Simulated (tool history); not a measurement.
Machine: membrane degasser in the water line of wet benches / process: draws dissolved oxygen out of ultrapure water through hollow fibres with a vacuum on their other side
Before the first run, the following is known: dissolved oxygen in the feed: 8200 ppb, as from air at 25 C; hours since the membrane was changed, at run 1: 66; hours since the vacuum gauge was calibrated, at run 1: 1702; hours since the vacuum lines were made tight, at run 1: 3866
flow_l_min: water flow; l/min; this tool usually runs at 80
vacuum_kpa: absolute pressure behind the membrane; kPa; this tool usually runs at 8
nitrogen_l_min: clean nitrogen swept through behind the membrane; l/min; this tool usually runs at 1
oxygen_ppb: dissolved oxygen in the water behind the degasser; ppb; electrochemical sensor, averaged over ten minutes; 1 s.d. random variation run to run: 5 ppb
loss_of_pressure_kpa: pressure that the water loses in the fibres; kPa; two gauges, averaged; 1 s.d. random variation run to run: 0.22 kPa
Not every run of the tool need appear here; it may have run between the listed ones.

run    hour  flow_l_min  vacuum_kpa  nitrogen_l_min  hours since the membrane was changed  hours since the vacuum gauge was calibrated  hours since the vacuum lines were made tight  oxygen_ppb  loss_of_pressure_kpa
  1       0          80           8               1                                    66                                         1702                                          3866       715.7                 53.27
  2    47.6          80           8               1                                   113                                         1749                                          3913       729.7                 53.36
  3    99.5          80        8.88               1                                   165                                         1801                                          3965       821.4                 53.11
  4   148.4          80           8               1                                   214                                         1850                                          4014       715.4                  53.5
  5   203.9          80           8               1                                   269                                         1906                                          4070       718.9                 53.28
  6     245          80           8               1                                   310                                         1947                                          4111       731.1                 53.27
  7   290.3          80           8               1                                   356                                         1992                                          4156       718.7                 53.55
  8   317.4          80           8               1                                   383                                         2019                                          4183         724                 53.46
  9   343.3          80           8               1                                   409                                         2045                                          4209       720.6                 52.93
 10     388          80           8            2.24                                   454                                         2090                                          4254       453.7                 53.39
 11   424.1          91           8            2.24                                   490                                         2126                                          4290       557.8                 61.37
 12   463.3          91           8            2.24                                   529                                         2165                                          4329         550                 61.12
 13     495          91           8            2.24                                   561                                         2197                                          4361         555                  61.2
 14   536.3          91           8            2.24                                   602                                         2238                                          4402       561.1                 61.51
 15   590.4          69           8            2.24                                   656                                         2292                                          4456       369.1                 45.98
 16   619.2          69           8            2.24                                   685                                         2321                                          4485       368.5                 46.45
      647.6  -- seals of the vacuum lines changed
 17   652.2          50       18.61            0.61                                   716                                         2352                                             5      1772.6                  33.7
 18   686.3          50       18.61            0.61                                   750                                         2386                                            39      1787.6                    34
 19   733.3         128        7.57            0.63                                   797                                         2433                                            86      1342.4                 85.98
 20   758.6         128        7.57            0.63                                   822                                         2458                                           111      1338.3                 86.25
 21   781.2          87        7.57            0.47                                   845                                         2481                                           134      1035.8                 59.11
 22   834.4          68       12.69            0.65                                   898                                         2534                                           187      1389.4                    46
 23     889          98           8            1.11                                   953                                         2589                                           241       859.2                 66.27
 24   921.1          83       19.17               1                                   985                                         2621                                           273      1927.6                 56.14
 25   970.7          83       19.17               1                                  1034                                         2671                                           323      1925.5                 56.24
 26  1024.7          79           8            1.34                                  1088                                         2725                                           377       609.9                 53.53
 27  1068.5          79         5.7            1.98                                  1132                                         2768                                           421       313.5                 53.87
 28  1119.8          66       14.06             1.8                                  1183                                         2820                                           472         799                 44.68
 29  1146.3          58         8.4            0.47                                  1210                                         2846                                           499       875.7                 39.31
 30  1178.4          80           8            0.77                                  1242                                         2878                                           531         823                 54.07

Consider 3 possible next runs. They are alternatives, not a sequence: every one starts from the tool as it was left by run 30. What does each give?
  A  1207.6         115           8            0.71                                  1271                                         2907                                           560           ?                     ?
  B  1207.6          86        9.67            1.13                                  1271                                         2907                                           560           ?                     ?
  C  1207.6          80           8            0.72                                  1271                                         2907                                           560           ?                     ?

run  oxygen_ppb  loss_of_pressure_kpa
  A      1226.3                  77.8
  B       912.3                 58.63
  C       852.1                 54.61
Without the tool's unlogged condition, the same runs would have read:
run  oxygen_ppb  loss_of_pressure_kpa
  A      1225.4                 75.78
  B       911.7                  57.1
  C       851.5                  53.2
